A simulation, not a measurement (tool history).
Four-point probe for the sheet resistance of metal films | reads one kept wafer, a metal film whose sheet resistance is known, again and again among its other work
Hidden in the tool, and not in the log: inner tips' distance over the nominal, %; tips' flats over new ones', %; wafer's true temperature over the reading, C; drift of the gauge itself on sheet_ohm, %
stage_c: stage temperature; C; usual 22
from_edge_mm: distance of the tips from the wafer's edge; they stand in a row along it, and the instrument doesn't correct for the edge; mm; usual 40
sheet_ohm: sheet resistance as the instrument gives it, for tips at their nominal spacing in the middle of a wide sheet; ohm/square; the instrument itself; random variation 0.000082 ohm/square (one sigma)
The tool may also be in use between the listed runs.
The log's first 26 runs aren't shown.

run    hour  stage_c  from_edge_mm  touches since the probe head was changed  hours of work since the stage's thermometer was calibrated  sheet_ohm
 27  2360.7       31             9                                     74851                                                        1483   0.414884
 28  2490.3       22             3                                     77386                                                        1536   0.434883
 29  2584.6       21            40                                     79229                                                        1574   0.411830
 30  2651.4       19            68                                     80535                                                        1601   0.411511
 31  2773.1       32            24                                     82915                                                        1651   0.412568
 32  2868.9       28            13                                     84789                                                        1690   0.413294
 33  2954.5       28            13                                     86462                                                        1725   0.413298
 34  3037.1       34             6                                     88076                                                        1759   0.418350
 35  3119.5       26            40                                     89689                                                        1793   0.411960
 36  3231.4       30            50                                     91876                                                        1838   0.412228
 37  3315.3       30            50                                     93517                                                        1873   0.412094
 38  3417.4       30            50                                     95513                                                        1914   0.412200
 39  3497.1       30            50                                     97072                                                        1947   0.412090
 40  3615.1       34            40                                     99379                                                        1995   0.412357
 41  3736.3       34            40                                    101749                                                        2045   0.412657
 42  3835.7       34            40                                    103694                                                        2085   0.412364
 43  3914.5       34            40                                    105233                                                        2117   0.412533
 44  3986.0       34            40                                    106631                                                        2147   0.412322
 45  4069.1       34            40                                    108257                                                        2181   0.412437

Forecast each of these 3 alternatives for the next run:
  A  4186.5       32             4                                    110553                                                        2229          ?
  B  4186.5       25             8                                    110553                                                        2229          ?
  C  4186.5       34            18                                    110553                                                        2229          ?

run  sheet_ohm
  A   0.425613
  B   0.415222
  C   0.412988
Without the tool's hidden state the same runs would have given:
run  sheet_ohm
  A   0.425648
  B   0.415257
  C   0.413022
